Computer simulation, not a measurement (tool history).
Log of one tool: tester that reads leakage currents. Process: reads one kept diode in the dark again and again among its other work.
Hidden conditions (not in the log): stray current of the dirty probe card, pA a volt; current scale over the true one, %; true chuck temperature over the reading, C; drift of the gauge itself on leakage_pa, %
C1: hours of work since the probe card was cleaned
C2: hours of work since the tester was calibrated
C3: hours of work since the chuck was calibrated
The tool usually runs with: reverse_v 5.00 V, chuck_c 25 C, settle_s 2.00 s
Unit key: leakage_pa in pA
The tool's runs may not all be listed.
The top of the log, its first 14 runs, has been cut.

{"run": 15, "hour": 1132.7, "reverse_v": 5.0, "chuck_c": 24, "settle_s": 2.0, "C1": 2666, "C2": 2028, "C3": 1029, "leakage_pa": 195.51}
{"run": 16, "hour": 1219.6, "reverse_v": 5.0, "chuck_c": 24, "settle_s": 2.0, "C1": 2701, "C2": 2063, "C3": 1064, "leakage_pa": 195.57}
{"run": 17, "hour": 1273.8, "reverse_v": 5.0, "chuck_c": 24, "settle_s": 2.0, "C1": 2723, "C2": 2085, "C3": 1086, "leakage_pa": 197.29}
{"run": 18, "hour": 1380.5, "reverse_v": 5.0, "chuck_c": 24, "settle_s": 2.0, "C1": 2766, "C2": 2128, "C3": 1130, "leakage_pa": 196.49}
{"run": 19, "hour": 1448.5, "reverse_v": 5.0, "chuck_c": 24, "settle_s": 2.0, "C1": 2794, "C2": 2155, "C3": 1157, "leakage_pa": 197.16}
{"run": 20, "hour": 1549.7, "reverse_v": 5.0, "chuck_c": 24, "settle_s": 2.0, "C1": 2835, "C2": 2196, "C3": 1198, "leakage_pa": 198.42}
{"run": 21, "hour": 1638.8, "reverse_v": 8.8, "chuck_c": 38, "settle_s": 0.64, "C1": 2871, "C2": 2232, "C3": 1234, "leakage_pa": 632.53}
{"run": 22, "hour": 1713.6, "reverse_v": 5.94, "chuck_c": 49, "settle_s": 0.3, "C1": 2901, "C2": 2262, "C3": 1264, "leakage_pa": 1143.42}

Run 23 comes next. What will it give?
{"run": 23, "hour": 1800.5, "reverse_v": 5.0, "chuck_c": 25, "settle_s": 0.81, "C1": 2936, "C2": 2297, "C3": 1299, "leakage_pa": "?"}

leakage_pa: 213.81 pA
If the tool had no hidden condition, the same run with the same run-to-run variation would have returned leakage_pa 191.21 pA.
